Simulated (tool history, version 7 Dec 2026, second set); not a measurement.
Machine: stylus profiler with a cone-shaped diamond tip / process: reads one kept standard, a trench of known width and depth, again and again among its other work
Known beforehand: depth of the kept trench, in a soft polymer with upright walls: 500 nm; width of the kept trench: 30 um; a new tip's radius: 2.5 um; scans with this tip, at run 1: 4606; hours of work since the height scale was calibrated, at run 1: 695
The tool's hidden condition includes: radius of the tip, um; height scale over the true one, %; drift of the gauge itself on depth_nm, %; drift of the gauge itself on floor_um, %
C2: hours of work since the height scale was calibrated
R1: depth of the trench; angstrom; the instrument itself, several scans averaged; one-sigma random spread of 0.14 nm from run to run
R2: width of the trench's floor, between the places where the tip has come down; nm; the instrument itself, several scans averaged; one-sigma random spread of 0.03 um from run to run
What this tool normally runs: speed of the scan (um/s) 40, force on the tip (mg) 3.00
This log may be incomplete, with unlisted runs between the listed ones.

{"run": 1, "hour": 0.0, "speed of the scan (um/s)": 40, "force on the tip (mg)": 3.0, "scans with this tip": 4606, "C2": 695, "R1": 5061.9, "R2": 26030}
{"run": 2, "hour": 58.2, "speed of the scan (um/s)": 40, "force on the tip (mg)": 3.0, "scans with this tip": 4817, "C2": 727, "R1": 5062.7, "R2": 25930}
{"run": 3, "hour": 101.9, "speed of the scan (um/s)": 40, "force on the tip (mg)": 3.0, "scans with this tip": 4975, "C2": 750, "R1": 5061.2, "R2": 25890}
{"run": 4, "hour": 159.3, "speed of the scan (um/s)": 11, "force on the tip (mg)": 3.0, "scans with this tip": 5184, "C2": 782, "R1": 5062.9, "R2": 26090}
{"run": 5, "hour": 199.2, "speed of the scan (um/s)": 40, "force on the tip (mg)": 3.32, "scans with this tip": 5328, "C2": 804, "R1": 5065.2, "R2": 25880}
{"run": 6, "hour": 268.7, "speed of the scan (um/s)": 158, "force on the tip (mg)": 3.0, "scans with this tip": 5580, "C2": 842, "R1": 5060.6, "R2": 25250}
{"run": 7, "hour": 315.2, "speed of the scan (um/s)": 24, "force on the tip (mg)": 3.0, "scans with this tip": 5748, "C2": 867, "R1": 5059.3, "R2": 25900}
{"run": 8, "hour": 358.5, "speed of the scan (um/s)": 40, "force on the tip (mg)": 1.51, "scans with this tip": 5905, "C2": 891, "R1": 5033.1, "R2": 25770}
{"run": 9, "hour": 417.4, "speed of the scan (um/s)": 40, "force on the tip (mg)": 1.51, "scans with this tip": 6119, "C2": 923, "R1": 5030.1, "R2": 25690}
{"run": 10, "hour": 452.3, "speed of the scan (um/s)": 40, "force on the tip (mg)": 3.0, "scans with this tip": 6245, "C2": 942, "R1": 5056.8, "R2": 25800}
{"run": 11, "hour": 482.6, "speed of the scan (um/s)": 71, "force on the tip (mg)": 3.0, "scans with this tip": 6355, "C2": 958, "R1": 5059.1, "R2": 25630}
{"run": 12, "hour": 547.3, "speed of the scan (um/s)": 40, "force on the tip (mg)": 3.0, "scans with this tip": 6589, "C2": 994, "R1": 5054.9, "R2": 25710}
{"run": 13, "hour": 610.8, "speed of the scan (um/s)": 152, "force on the tip (mg)": 3.0, "scans with this tip": 6820, "C2": 1029, "R1": 5054.2, "R2": 25110}
{"run": 14, "hour": 675.8, "speed of the scan (um/s)": 152, "force on the tip (mg)": 3.0, "scans with this tip": 7055, "C2": 1064, "R1": 5056.9, "R2": 25080}
{"run": 15, "hour": 713.0, "speed of the scan (um/s)": 152, "force on the tip (mg)": 3.0, "scans with this tip": 7190, "C2": 1084, "R1": 5057.2, "R2": 25060}
{"run": 16, "hour": 767.3, "speed of the scan (um/s)": 152, "force on the tip (mg)": 3.0, "scans with this tip": 7386, "C2": 1114, "R1": 5056.5, "R2": 25000}
{"run": 17, "hour": 797.1, "speed of the scan (um/s)": 152, "force on the tip (mg)": 3.0, "scans with this tip": 7494, "C2": 1130, "R1": 5055.2, "R2": 25070}
{"run": 18, "hour": 853.5, "speed of the scan (um/s)": 48, "force on the tip (mg)": 3.0, "scans with this tip": 7699, "C2": 1161, "R1": 5054.3, "R2": 25520}
{"run": 19, "hour": 913.5, "speed of the scan (um/s)": 48, "force on the tip (mg)": 3.0, "scans with this tip": 7916, "C2": 1194, "R1": 5052.4, "R2": 25470}
{"run": 20, "hour": 963.8, "speed of the scan (um/s)": 40, "force on the tip (mg)": 3.0, "scans with this tip": 8098, "C2": 1221, "R1": 5054.9, "R2": 25470}
{"run": 21, "hour": 1001.4, "speed of the scan (um/s)": 16, "force on the tip (mg)": 3.0, "scans with this tip": 8235, "C2": 1242, "R1": 5052.0, "R2": 25630}
{"hour": 1007.9, "done": "height scale calibrated on a step standard"}
{"run": 22, "hour": 1032.6, "speed of the scan (um/s)": 16, "force on the tip (mg)": 3.0, "scans with this tip": 8346, "C2": 13, "R1": 5040.6, "R2": 25610}
{"run": 23, "hour": 1104.5, "speed of the scan (um/s)": 11, "force on the tip (mg)": 1.32, "scans with this tip": 8607, "C2": 53, "R1": 5009.1, "R2": 25580}
{"run": 24, "hour": 1137.7, "speed of the scan (um/s)": 123, "force on the tip (mg)": 1.23, "scans with this tip": 8727, "C2": 71, "R1": 5006.2, "R2": 24670}
{"run": 25, "hour": 1204.1, "speed of the scan (um/s)": 40, "force on the tip (mg)": 1.23, "scans with this tip": 8967, "C2": 107, "R1": 5005.6, "R2": 25310}
{"run": 26, "hour": 1273.0, "speed of the scan (um/s)": 38, "force on the tip (mg)": 2.6, "scans with this tip": 9217, "C2": 145, "R1": 5031.2, "R2": 25390}
{"hour": 1287.1, "done": "new tip fitted, height scale calibrated"}
{"run": 27, "hour": 1327.0, "speed of the scan (um/s)": 12, "force on the tip (mg)": 2.6, "scans with this tip": 145, "C2": 22, "R1": 5065.0, "R2": 26990}
{"hour": 1335.0, "done": "height scale calibrated on a step standard, once more"}
{"run": 28, "hour": 1384.2, "speed of the scan (um/s)": 12, "force on the tip (mg)": 2.6, "scans with this tip": 350, "C2": 27, "R1": 5067.7, "R2": 26880}
{"run": 29, "hour": 1445.8, "speed of the scan (um/s)": 12, "force on the tip (mg)": 2.6, "scans with this tip": 573, "C2": 61, "R1": 5066.7, "R2": 26910}
{"run": 30, "hour": 1503.6, "speed of the scan (um/s)": 12, "force on the tip (mg)": 2.6, "scans with this tip": 783, "C2": 92, "R1": 5067.4, "R2": 26820}
{"run": 31, "hour": 1546.2, "speed of the scan (um/s)": 56, "force on the tip (mg)": 1.02, "scans with this tip": 937, "C2": 115, "R1": 5035.1, "R2": 26340}
{"run": 32, "hour": 1597.9, "speed of the scan (um/s)": 56, "force on the tip (mg)": 1.02, "scans with this tip": 1124, "C2": 144, "R1": 5032.3, "R2": 26370}
{"run": 33, "hour": 1644.0, "speed of the scan (um/s)": 51, "force on the tip (mg)": 3.0, "scans with this tip": 1291, "C2": 169, "R1": 5073.0, "R2": 26530}
{"run": 34, "hour": 1698.6, "speed of the scan (um/s)": 98, "force on the tip (mg)": 1.75, "scans with this tip": 1489, "C2": 199, "R1": 5049.9, "R2": 26080}
{"run": 35, "hour": 1760.1, "speed of the scan (um/s)": 98, "force on the tip (mg)": 1.75, "scans with this tip": 1712, "C2": 232, "R1": 5052.6, "R2": 26060}
{"run": 36, "hour": 1801.4, "speed of the scan (um/s)": 98, "force on the tip (mg)": 1.75, "scans with this tip": 1862, "C2": 255, "R1": 5050.1, "R2": 26010}
{"run": 37, "hour": 1866.4, "speed of the scan (um/s)": 19, "force on the tip (mg)": 1.75, "scans with this tip": 2097, "C2": 290, "R1": 5048.3, "R2": 26510}
{"run": 38, "hour": 1915.3, "speed of the scan (um/s)": 54, "force on the tip (mg)": 1.42, "scans with this tip": 2275, "C2": 317, "R1": 5041.3, "R2": 26230}
{"run": 39, "hour": 1974.2, "speed of the scan (um/s)": 63, "force on the tip (mg)": 3.59, "scans with this tip": 2488, "C2": 349, "R1": 5079.3, "R2": 26300}
{"run": 40, "hour": 2022.0, "speed of the scan (um/s)": 63, "force on the tip (mg)": 3.59, "scans with this tip": 2661, "C2": 375, "R1": 5077.8, "R2": 26280}
{"run": 41, "hour": 2080.1, "speed of the scan (um/s)": 46, "force on the tip (mg)": 1.32, "scans with this tip": 2872, "C2": 407, "R1": 5039.4, "R2": 26210}
{"run": 42, "hour": 2147.5, "speed of the scan (um/s)": 16, "force on the tip (mg)": 1.06, "scans with this tip": 3116, "C2": 444, "R1": 5032.7, "R2": 26370}
{"run": 43, "hour": 2207.8, "speed of the scan (um/s)": 143, "force on the tip (mg)": 2.98, "scans with this tip": 3334, "C2": 477, "R1": 5065.9, "R2": 25700}

How the hidden state differs across the entries between the runs, from the last listed run before each to the first after it:
In the gap between runs 21 and 22: height scale calibrated on a step standard (hour 1007.9)
  radius of the tip, um: 4.85 -> 4.88; height scale over the true one, %: -0.383 -> -0.625
  what was measured, less what the result would be without the hidden state, R1: -19.4 -> -31.7 angstrom; R2: -1290 -> -1310 nm
In the gap between runs 26 and 27: new tip fitted, height scale calibrated (hour 1287.1)
  radius of the tip, um: 5.11 -> 2.47; height scale over the true one, %: -0.665 -> 0.002
  what was measured, less what the result would be without the hidden state, R1: -33.7 -> +0.1 angstrom; R2: -1410 -> +20 nm
In the gap between runs 27 and 28: height scale calibrated on a step standard, once more (hour 1335.0)
  radius of the tip, um: 2.47 -> 2.52; height scale over the true one, %: 0.002 -> 0.017
  what was measured, less what the result would be without the hidden state, R1: +0.1 -> +0.9 angstrom; R2: +20 -> -10 nm
